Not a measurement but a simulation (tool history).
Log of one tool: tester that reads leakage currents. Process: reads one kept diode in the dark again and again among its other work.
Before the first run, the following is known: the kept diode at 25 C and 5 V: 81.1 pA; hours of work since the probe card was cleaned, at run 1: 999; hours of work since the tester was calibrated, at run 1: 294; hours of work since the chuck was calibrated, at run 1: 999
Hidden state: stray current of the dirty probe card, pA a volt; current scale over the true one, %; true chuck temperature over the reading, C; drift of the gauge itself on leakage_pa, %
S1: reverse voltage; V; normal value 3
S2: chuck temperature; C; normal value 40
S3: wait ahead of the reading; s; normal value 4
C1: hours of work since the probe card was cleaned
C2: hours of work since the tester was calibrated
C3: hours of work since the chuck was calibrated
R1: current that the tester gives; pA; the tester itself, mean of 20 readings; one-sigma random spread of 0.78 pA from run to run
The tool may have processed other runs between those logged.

{"run": 1, "hour": 0.0, "S1": 3, "S2": 40, "S3": 4, "C1": 999, "C2": 294, "C3": 999, "R1": 242.83}
{"hour": 31.7, "done": "probe card cleaned and baked"}
{"run": 2, "hour": 202.3, "S1": 3, "S2": 40, "S3": 4, "C1": 105, "C2": 417, "C3": 1123, "R1": 240.44}
{"run": 3, "hour": 341.6, "S1": 3, "S2": 40, "S3": 4, "C1": 191, "C2": 503, "C3": 1209, "R1": 238.71}
{"run": 4, "hour": 504.1, "S1": 3, "S2": 40, "S3": 4, "C1": 292, "C2": 603, "C3": 1309, "R1": 236.28}
{"run": 5, "hour": 719.3, "S1": 3, "S2": 40, "S3": 4, "C1": 425, "C2": 736, "C3": 1442, "R1": 236.13}
{"run": 6, "hour": 1000.5, "S1": 1.3, "S2": 40, "S3": 4, "C1": 598, "C2": 910, "C3": 1615, "R1": 179.73}
{"run": 7, "hour": 1205.4, "S1": 3, "S2": 40, "S3": 1.35, "C1": 725, "C2": 1036, "C3": 1742, "R1": 231.07}
{"run": 8, "hour": 1346.2, "S1": 3, "S2": 40, "S3": 4, "C1": 812, "C2": 1123, "C3": 1829, "R1": 231.65}
{"run": 9, "hour": 1622.2, "S1": 3, "S2": 40, "S3": 4, "C1": 982, "C2": 1293, "C3": 1999, "R1": 228.9}
{"hour": 1681.5, "done": "probe card cleaned and baked"}
{"run": 10, "hour": 1793.5, "S1": 3, "S2": 40, "S3": 4, "C1": 69, "C2": 1397, "C3": 2103, "R1": 226.07}
{"run": 11, "hour": 2014.4, "S1": 3, "S2": 40, "S3": 4, "C1": 206, "C2": 1534, "C3": 2240, "R1": 225.73}
{"run": 12, "hour": 2247.9, "S1": 3, "S2": 40, "S3": 4, "C1": 350, "C2": 1678, "C3": 2384, "R1": 222}
{"hour": 2299.2, "done": "chuck's temperature calibrated"}
{"run": 13, "hour": 2530.3, "S1": 3, "S2": 40, "S3": 4, "C1": 523, "C2": 1851, "C3": 143, "R1": 258.39}
{"run": 14, "hour": 2750.1, "S1": 5.13, "S2": 40, "S3": 4, "C1": 659, "C2": 1987, "C3": 278, "R1": 304.21}
{"hour": 2810.5, "done": "tester calibrated"}
{"run": 15, "hour": 2918.2, "S1": 3, "S2": 23, "S3": 4, "C1": 761, "C2": 67, "C3": 381, "R1": 57.03}
{"run": 16, "hour": 3085.9, "S1": 3, "S2": 51, "S3": 4, "C1": 865, "C2": 170, "C3": 485, "R1": 612.04}
{"run": 17, "hour": 3316.9, "S1": 3, "S2": 51, "S3": 5.67, "C1": 1007, "C2": 313, "C3": 627, "R1": 609.36}
{"hour": 3348.0, "done": "probe card cleaned and baked"}
{"run": 18, "hour": 3559.6, "S1": 3, "S2": 51, "S3": 5.67, "C1": 131, "C2": 461, "C3": 775, "R1": 600.5}
{"run": 19, "hour": 3739.6, "S1": 3, "S2": 51, "S3": 5.67, "C1": 242, "C2": 572, "C3": 886, "R1": 600.99}
{"run": 20, "hour": 3955.8, "S1": 3, "S2": 37, "S3": 8.75, "C1": 375, "C2": 705, "C3": 1020, "R1": 189.42}
{"run": 21, "hour": 4102.7, "S1": 3, "S2": 37, "S3": 8.75, "C1": 466, "C2": 796, "C3": 1111, "R1": 187.29}
{"run": 22, "hour": 4335.6, "S1": 2.2, "S2": 35, "S3": 2.5, "C1": 610, "C2": 940, "C3": 1254, "R1": 141.86}
{"run": 23, "hour": 4542.5, "S1": 2.99, "S2": 29, "S3": 7.12, "C1": 738, "C2": 1068, "C3": 1382, "R1": 91.94}
{"run": 24, "hour": 4723.1, "S1": 2.99, "S2": 29, "S3": 7.12, "C1": 849, "C2": 1179, "C3": 1494, "R1": 90.99}
{"run": 25, "hour": 4883.1, "S1": 2.99, "S2": 29, "S3": 7.12, "C1": 948, "C2": 1278, "C3": 1592, "R1": 91.03}
{"hour": 5006.7, "done": "probe card cleaned and baked"}
{"run": 26, "hour": 5032.9, "S1": 2.99, "S2": 29, "S3": 7.12, "C1": 16, "C2": 1369, "C3": 1683, "R1": 89.18}
{"run": 27, "hour": 5295.5, "S1": 3, "S2": 24, "S3": 4, "C1": 178, "C2": 1531, "C3": 1845, "R1": 55.91}
{"run": 28, "hour": 5578.1, "S1": 3, "S2": 27, "S3": 5.57, "C1": 353, "C2": 1705, "C3": 2020, "R1": 73.91}
{"run": 29, "hour": 5831.5, "S1": 9.89, "S2": 22, "S3": 5.57, "C1": 509, "C2": 1862, "C3": 2176, "R1": 67.56}
{"run": 30, "hour": 6011.8, "S1": 3, "S2": 40, "S3": 0.76, "C1": 621, "C2": 1973, "C3": 2288, "R1": 225.99}
{"hour": 6080.5, "done": "tester calibrated"}
{"hour": 6229.4, "done": "chuck's temperature calibrated"}
{"run": 31, "hour": 6285.5, "S1": 6.95, "S2": 47, "S3": 2.4, "C1": 787, "C2": 125, "C3": 35, "R1": 601.15}
{"run": 32, "hour": 6533.7, "S1": 5.07, "S2": 21, "S3": 0.97, "C1": 940, "C2": 279, "C3": 188, "R1": 59.02}
{"hour": 6674.5, "done": "probe card cleaned and baked"}
{"run": 33, "hour": 6705.9, "S1": 5.07, "S2": 21, "S3": 0.97, "C1": 19, "C2": 383, "C3": 292, "R1": 56.81}
{"run": 34, "hour": 6952.4, "S1": 5.07, "S2": 21, "S3": 0.97, "C1": 172, "C2": 535, "C3": 445, "R1": 56.72}
{"run": 35, "hour": 7173.9, "S1": 3, "S2": 40, "S3": 7.28, "C1": 308, "C2": 672, "C3": 581, "R1": 256.26}
{"run": 36, "hour": 7349.0, "S1": 3, "S2": 22, "S3": 4, "C1": 417, "C2": 780, "C3": 689, "R1": 51.49}
{"run": 37, "hour": 7492.1, "S1": 1.51, "S2": 28, "S3": 1.9, "C1": 505, "C2": 869, "C3": 778, "R1": 71.85}
{"run": 38, "hour": 7621.4, "S1": 4.08, "S2": 23, "S3": 4, "C1": 585, "C2": 948, "C3": 858, "R1": 62.22}

Each row is a separate what-if for the run after 38, all from the same tool condition, not one after another. Results?
{"run": "A", "hour": 7795.0, "S1": 4.08, "S2": 23, "S3": 3.26, "C1": 692, "C2": 1056, "C3": 965, "R1": "?"}
{"run": "B", "hour": 7795.0, "S1": 1.85, "S2": 45, "S3": 2.2, "C1": 692, "C2": 1056, "C3": 965, "R1": "?"}
{"run": "C", "hour": 7795.0, "S1": 4.08, "S2": 23, "S3": 3.83, "C1": 692, "C2": 1056, "C3": 965, "R1": "?"}
{"run": "D", "hour": 7795.0, "S1": 8.69, "S2": 42, "S3": 8.48, "C1": 692, "C2": 1056, "C3": 965, "R1": "?"}
{"run": "E", "hour": 7795.0, "S1": 4.85, "S2": 27, "S3": 0.83, "C1": 692, "C2": 1056, "C3": 965, "R1": "?"}

run=A R1=61.47
run=B R1=322.02
run=C R1=61.69
run=D R1=409.66
run=E R1=94.14
What these runs would have given with no unlogged condition in the tool:
run=A R1=63.27
run=B R1=335.25
run=C R1=63.49
run=D R1=424.87
run=E R1=97.17
